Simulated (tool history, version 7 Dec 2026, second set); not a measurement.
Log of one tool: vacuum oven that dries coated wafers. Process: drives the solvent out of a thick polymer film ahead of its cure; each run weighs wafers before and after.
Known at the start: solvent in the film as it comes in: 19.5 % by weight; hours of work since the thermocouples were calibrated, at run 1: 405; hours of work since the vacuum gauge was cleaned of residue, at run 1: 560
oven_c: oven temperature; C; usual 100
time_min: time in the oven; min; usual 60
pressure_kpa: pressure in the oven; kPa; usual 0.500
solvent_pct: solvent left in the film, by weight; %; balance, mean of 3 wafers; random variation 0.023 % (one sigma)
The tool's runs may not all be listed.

run	hour	oven_c	time_min	pressure_kpa	hours of work since the thermocouples were calibrated	hours of work since the vacuum gauge was cleaned of residue	solvent_pct
1	0.0	100	60	0.500	405	560	3.74
2	61.8	100	43	0.500	447	601	5.53
3	110.5	100	43	0.500	479	634	5.62
4	172.7	100	60	0.500	521	675	3.81
5	231.1	100	60	0.500	560	714	3.84
6	270.6	100	33	0.500	586	741	7.10
7	332.3	100	33	0.500	627	782	7.12
8	398.7	106	60	0.500	672	826	2.76
# hour 432.6: oven's thermocouples calibrated
9	434.1	100	60	0.500	1	849	4.01
10	478.9	100	47	0.500	31	879	5.32
11	549.5	100	47	0.500	78	926	5.34
12	621.6	100	36	0.500	126	974	6.84
13	662.5	100	36	0.500	154	1001	6.86
14	694.9	100	36	0.500	175	1023	6.89
15	729.3	100	36	0.500	198	1046	6.93
16	774.2	100	36	0.500	228	1076	6.88
# hour 794.3: oven's thermocouples calibrated, once more
17	842.2	100	52	0.500	32	1120	4.56
18	876.2	100	52	0.500	55	1143	4.57
19	948.8	98	60	0.500	103	1191	4.23
20	994.5	98	60	0.500	134	1222	4.27
# hour 1042.1: vacuum gauge cleaned of residue and calibrated
21	1050.3	93	60	0.376	170	5	4.99

Run 22 comes next. What will it give?
22	1100.3	114	99	1.886	203	39	?

{"run 22": {"solvent_pct": 0.92}}
Without the tool's hidden state the same run would have given solvent_pct 0.90 %.
